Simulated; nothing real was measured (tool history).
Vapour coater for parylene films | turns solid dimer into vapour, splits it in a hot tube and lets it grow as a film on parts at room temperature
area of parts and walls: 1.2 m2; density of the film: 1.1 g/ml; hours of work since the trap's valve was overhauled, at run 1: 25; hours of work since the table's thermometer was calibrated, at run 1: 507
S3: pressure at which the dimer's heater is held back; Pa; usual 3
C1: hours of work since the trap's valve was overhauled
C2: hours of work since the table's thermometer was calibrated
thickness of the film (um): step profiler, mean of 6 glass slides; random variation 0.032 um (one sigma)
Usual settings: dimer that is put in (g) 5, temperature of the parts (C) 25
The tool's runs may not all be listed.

Run 1, hour 0: usual settings; C1 25; C2 507. Result: thickness of the film (um) 2.92.
Run 2, hour 32.2: usual settings; C1 51; C2 532. Result: thickness of the film (um) 2.92.
Run 3, hour 56.1: usual settings but S3 7.67 Pa; C1 70; C2 552. Result: thickness of the film (um) 2.46.
Run 4, hour 76.3: usual settings but S3 7.67 Pa; C1 87; C2 568. Result: thickness of the film (um) 2.44.
Run 5, hour 101.3: usual settings but temperature of the parts (C) 27; C1 107; C2 588. Result: thickness of the film (um) 2.61.
Run 6, hour 123.9: usual settings but temperature of the parts (C) 27; C1 125; C2 606. Result: thickness of the film (um) 2.58.
At hour 131.1: trap's valve overhauled.
Run 7, hour 161.9: usual settings but temperature of the parts (C) 27; C1 25; C2 634. Result: thickness of the film (um) 2.45.
Run 8, hour 182.4: usual settings; C1 41; C2 650. Result: thickness of the film (um) 2.7.
Run 9, hour 199.3: usual settings but dimer that is put in (g) 2, temperature of the parts (C) 32, S3 10.67 Pa; C1 55; C2 664. Result: thickness of the film (um) 0.61.
Run 10, hour 214: usual settings but dimer that is put in (g) 6, temperature of the parts (C) 32, S3 5.5 Pa; C1 67; C2 676. Result: thickness of the film (um) 2.17.
Run 11, hour 243.4: usual settings but dimer that is put in (g) 6, temperature of the parts (C) 32, S3 5.5 Pa; C1 90; C2 699. Result: thickness of the film (um) 2.1.
At hour 264.7: trap's valve overhauled, once more.
Run 12, hour 271.7: usual settings but dimer that is put in (g) 3, S3 4.73 Pa; C1 6; C2 719. Result: thickness of the film (um) 1.62.
Run 13, hour 287.6: usual settings but dimer that is put in (g) 8, temperature of the parts (C) 22, S3 4.16 Pa; C1 18; C2 731. Result: thickness of the film (um) 5.12.
Run 14, hour 307.3: usual settings but temperature of the parts (C) 30, S3 3.6 Pa; C1 34; C2 747. Result: thickness of the film (um) 2.26.
Run 15, hour 329.6: usual settings but temperature of the parts (C) 30, S3 3.6 Pa; C1 52; C2 765. Result: thickness of the film (um) 2.34.
Run 16, hour 352.3: usual settings but temperature of the parts (C) 30, S3 3.6 Pa; C1 70; C2 784. Result: thickness of the film (um) 2.28.

Hidden state or all else? Some run-to-run changes of thickness of the film (um), split into what the settings, what came in and random variation would give without the hidden state, and what is left for the hidden state (with any gauge scatter that isn't in both results):
The hidden state here: vapour lost through the trap's worn valve, %; true temperature of the parts over the reading, C; drift of the gauge itself on film_um, %.
Run 11 -> 12: dimer that is put in (g) 6 -> 3, temperature of the parts (C) 32 -> 25, S3 5.5 -> 4.73, trap's valve overhauled, once more. thickness of the film (um) -0.48: hidden state +0.3, all else -0.78.
Run 12 -> 13: dimer that is put in (g) 3 -> 8, temperature of the parts (C) 25 -> 22, S3 4.73 -> 4.16. thickness of the film (um) +3.5: hidden state -0.12, all else +3.62.
